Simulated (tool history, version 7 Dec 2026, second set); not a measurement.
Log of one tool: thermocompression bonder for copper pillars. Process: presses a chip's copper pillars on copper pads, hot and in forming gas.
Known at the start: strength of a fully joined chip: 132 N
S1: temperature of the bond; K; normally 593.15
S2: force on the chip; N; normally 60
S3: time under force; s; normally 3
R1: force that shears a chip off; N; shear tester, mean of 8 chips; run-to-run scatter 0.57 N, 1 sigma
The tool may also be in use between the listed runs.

Run 1, day 0: usual settings. Result: R1 68.7 N.
Run 2, day 1.942: usual settings but S3 7 s. Result: R1 87.6 N.
Run 3, day 4.25: usual settings but S3 5 s. Result: R1 79 N.
Run 4, day 6.238: usual settings but S3 9 s. Result: R1 91.6 N.
At day 9.096: force cell calibrated.
Run 5, day 9.442: usual settings but S3 9 s. Result: R1 92.6 N.
Run 6, day 11.054: usual settings but S3 9 s. Result: R1 93.2 N.
Run 7, day 12.583: usual settings but S3 9 s. Result: R1 92.1 N.
Run 8, day 14.008: usual settings but S3 9 s. Result: R1 91.8 N.
Run 9, day 16.075: usual settings. Result: R1 66.7 N.
Run 10, day 18.708: usual settings. Result: R1 67.4 N.
At day 21.433: forming gas filter changed.
Run 11, day 21.433: usual settings. Result: R1 75.2 N.
Run 12, day 23.308: usual settings. Result: R1 75 N.
Run 13, day 26.725: usual settings. Result: R1 74.6 N.
At day 27.008: heater calibrated with a thermocouple chip.
Run 14, day 29.554: usual settings. Result: R1 70.8 N.
Run 15, day 32.288: usual settings but S2 58 N. Result: R1 68 N.
Run 16, day 34.596: usual settings but S1 595.15 K. Result: R1 69.7 N.
Run 17, day 36.092: usual settings but S1 595.15 K. Result: R1 69.3 N.
Run 18, day 39.275: usual settings but S1 595.15 K. Result: R1 68.8 N.
Run 19, day 41.204: usual settings but S1 595.15 K. Result: R1 68 N.
Run 20, day 43.296: usual settings but S1 595.15 K. Result: R1 68.2 N.
Run 21, day 44.7: usual settings but S1 595.15 K. Result: R1 68.2 N.
Run 22, day 46.304: usual settings but S1 595.15 K. Result: R1 67.9 N.
Run 23, day 49.654: usual settings but S1 595.15 K, S3 9 s. Result: R1 92.2 N.
Run 24, day 51.321: usual settings but S1 595.15 K, S3 9 s. Result: R1 90.2 N.
Run 25, day 54.742: usual settings but S1 595.15 K, S3 9 s. Result: R1 90.5 N.
At day 55.212: forming gas filter changed.
Run 26, day 57.062: usual settings but S1 623.15 K, S2 81 N, S3 9 s. Result: R1 118.4 N.
Run 27, day 60.046: usual settings but S1 619.15 K, S2 66 N, S3 8 s. Result: R1 111 N.
Run 28, day 63.471: usual settings but S1 574.15 K, S2 74 N. Result: R1 67.2 N.
Run 29, day 66.162: usual settings but S1 574.15 K, S2 74 N. Result: R1 66.9 N.
Run 30, day 69.512: usual settings but S1 574.15 K, S2 74 N. Result: R1 65 N.
Run 31, day 72.446: usual settings but S1 574.15 K, S2 73 N. Result: R1 65.5 N.
Run 32, day 73.938: usual settings but S1 574.15 K, S2 73 N. Result: R1 65.5 N.
Run 33, day 76.033: usual settings but S1 611.15 K, S2 47 N. Result: R1 71.7 N.
Run 34, day 78.804: usual settings but S2 56 N. Result: R1 67.2 N.
At day 79.858: heater calibrated with a thermocouple chip.
Run 35, day 81.479: usual settings but S1 568.15 K, S2 78 N, S3 5 s. Result: R1 68.7 N.
Run 36, day 83.938: usual settings but S1 568.15 K, S2 78 N, S3 6 s. Result: R1 71.9 N.
Run 37, day 87.242: usual settings but S2 52 N, S3 2 s. Result: R1 50.9 N.
At day 88.883: forming gas filter changed.
Run 38, day 90.617: usual settings but S3 4 s. Result: R1 77.2 N.
Run 39, day 93.758: usual settings but S1 608.15 K, S2 38 N, S3 5 s. Result: R1 77 N.

Below are 3 alternative next runs, each starting from the tool's condition after run 39. Predict each:
Run A, day 97.046: usual settings but S1 599.15 K, S2 37 N, S3 2 s. Result: R1 ?.
Run B, day 97.046: usual settings. Result: R1 ?.
Run C, day 97.046: usual settings but S1 617.15 K, S2 82 N, S3 4 s. Result: R1 ?.

run    R1
  A  50.7
  B  69.9
  C  98.9
Take away the tool's hidden state, keep each run's random variation, and the runs would have read:
run     R1
  A   52.4
  B   72.2
  C  102.1

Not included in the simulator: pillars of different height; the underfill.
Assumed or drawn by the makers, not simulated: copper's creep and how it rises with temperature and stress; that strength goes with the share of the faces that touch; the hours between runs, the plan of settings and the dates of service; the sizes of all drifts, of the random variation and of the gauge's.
